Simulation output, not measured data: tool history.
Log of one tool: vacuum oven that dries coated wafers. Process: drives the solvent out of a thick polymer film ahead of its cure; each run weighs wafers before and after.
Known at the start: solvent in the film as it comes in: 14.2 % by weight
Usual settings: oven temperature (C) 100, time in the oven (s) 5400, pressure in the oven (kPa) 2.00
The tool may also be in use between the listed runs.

run   hour  oven temperature (C)  time in the oven (s)  pressure in the oven (kPa)  solvent left in the film (%)
  1    0.0                   100                  5400                        2.00                          3.27
  2   16.6                   100                  7800                        2.00                          2.94
  3   29.4                    87                  5400                        2.00                          6.81
  4   41.6                    87                  5400                        2.00                          6.89
  5   61.7                    87                  5400                        2.00                          7.04
  6   78.0                    87                  5400                        2.00                          6.73
  7   96.1                    87                  5400                        2.87                          8.35
  8  105.7                    93                  5400                        2.87                          6.36
  9  125.9                    93                  5400                        2.87                          6.39
 10  139.1                    93                  5400                        2.87                          6.42
 11  153.9                    97                  5220                        1.44                          3.34
 12  166.8                    97                  5220                        1.44                          3.29

Forecast each of these 4 alternatives for the next run:
  A  184.9                    89                  3360                        3.48                             ?
  B  184.9                   107                  5220                        1.44                             ?
  C  184.9                   112                  8520                        6.22                             ?
  D  184.9                    87                  5520                        2.72                             ?

run  solvent left in the film (%)
  A                          9.57
  B                          1.78
  C                          5.63
  D                          8.02
Without the tool's hidden state the same runs would have given:
run  solvent left in the film (%)
  A                          9.57
  B                          1.78
  C                          5.63
  D                          8.02
